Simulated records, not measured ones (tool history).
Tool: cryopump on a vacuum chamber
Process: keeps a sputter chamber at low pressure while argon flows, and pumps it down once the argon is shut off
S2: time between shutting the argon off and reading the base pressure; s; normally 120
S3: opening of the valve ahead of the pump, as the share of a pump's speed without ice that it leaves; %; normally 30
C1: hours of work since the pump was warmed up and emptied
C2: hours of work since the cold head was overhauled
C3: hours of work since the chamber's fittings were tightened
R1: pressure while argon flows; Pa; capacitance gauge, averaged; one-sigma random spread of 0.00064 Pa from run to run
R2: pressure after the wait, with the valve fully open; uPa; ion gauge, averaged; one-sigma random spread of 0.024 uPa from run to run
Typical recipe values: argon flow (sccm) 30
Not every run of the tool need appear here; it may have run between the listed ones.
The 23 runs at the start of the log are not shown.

{"run": 24, "hour": 1007.6, "argon flow (sccm)": 18, "S2": 163, "S3": 17, "C1": 226, "C2": 667, "C3": 827, "R1": 0.1086, "R2": 1.24}
{"run": 25, "hour": 1044.0, "argon flow (sccm)": 18, "S2": 187, "S3": 44, "C1": 242, "C2": 683, "C3": 842, "R1": 0.0446, "R2": 1.18}
{"run": 26, "hour": 1089.5, "argon flow (sccm)": 18, "S2": 187, "S3": 44, "C1": 261, "C2": 703, "C3": 862, "R1": 0.044, "R2": 1.28}
{"run": 27, "hour": 1136.5, "argon flow (sccm)": 34, "S2": 99, "S3": 21, "C1": 281, "C2": 723, "C3": 882, "R1": 0.1682, "R2": 1.6}
{"run": 28, "hour": 1178.9, "argon flow (sccm)": 34, "S2": 99, "S3": 21, "C1": 300, "C2": 741, "C3": 901, "R1": 0.1701, "R2": 1.66}
{"run": 29, "hour": 1234.6, "argon flow (sccm)": 34, "S2": 27, "S3": 53, "C1": 324, "C2": 765, "C3": 925, "R1": 0.0714, "R2": 3.9}
{"run": 30, "hour": 1277.1, "argon flow (sccm)": 34, "S2": 27, "S3": 53, "C1": 342, "C2": 784, "C3": 943, "R1": 0.0719, "R2": 3.96}
{"run": 31, "hour": 1342.3, "argon flow (sccm)": 14, "S2": 120, "S3": 30, "C1": 370, "C2": 812, "C3": 971, "R1": 0.0497, "R2": 1.65}
{"run": 32, "hour": 1376.4, "argon flow (sccm)": 14, "S2": 120, "S3": 30, "C1": 385, "C2": 826, "C3": 986, "R1": 0.051, "R2": 1.63}
{"run": 33, "hour": 1430.8, "argon flow (sccm)": 14, "S2": 120, "S3": 30, "C1": 408, "C2": 850, "C3": 1009, "R1": 0.0507, "R2": 1.68}

5 ways to go on from here, each from the tool as it stands after run 33. What would each give?
{"run": "A", "hour": 1465.8, "argon flow (sccm)": 39, "S2": 120, "S3": 41, "C1": 423, "C2": 865, "C3": 1024, "R1": "?", "R2": "?"}
{"run": "B", "hour": 1465.8, "argon flow (sccm)": 14, "S2": 23, "S3": 19, "C1": 423, "C2": 865, "C3": 1024, "R1": "?", "R2": "?"}
{"run": "C", "hour": 1465.8, "argon flow (sccm)": 25, "S2": 28, "S3": 30, "C1": 423, "C2": 865, "C3": 1024, "R1": "?", "R2": "?"}
{"run": "D", "hour": 1465.8, "argon flow (sccm)": 14, "S2": 25, "S3": 19, "C1": 423, "C2": 865, "C3": 1024, "R1": "?", "R2": "?"}
{"run": "E", "hour": 1465.8, "argon flow (sccm)": 30, "S2": 120, "S3": 30, "C1": 423, "C2": 865, "C3": 1024, "R1": "?", "R2": "?"}

run=A R1=0.1056 R2=1.71
run=B R1=0.0795 R2=4.42
run=C R1=0.0910 R2=3.87
run=D R1=0.0784 R2=4.36
run=E R1=0.1097 R2=1.70
What these runs would have given with no unlogged condition in the tool:
run=A R1=0.0953 R2=0.88
run=B R1=0.0758 R2=3.61
run=C R1=0.0844 R2=3.05
run=D R1=0.0747 R2=3.52
run=E R1=0.1018 R2=0.85

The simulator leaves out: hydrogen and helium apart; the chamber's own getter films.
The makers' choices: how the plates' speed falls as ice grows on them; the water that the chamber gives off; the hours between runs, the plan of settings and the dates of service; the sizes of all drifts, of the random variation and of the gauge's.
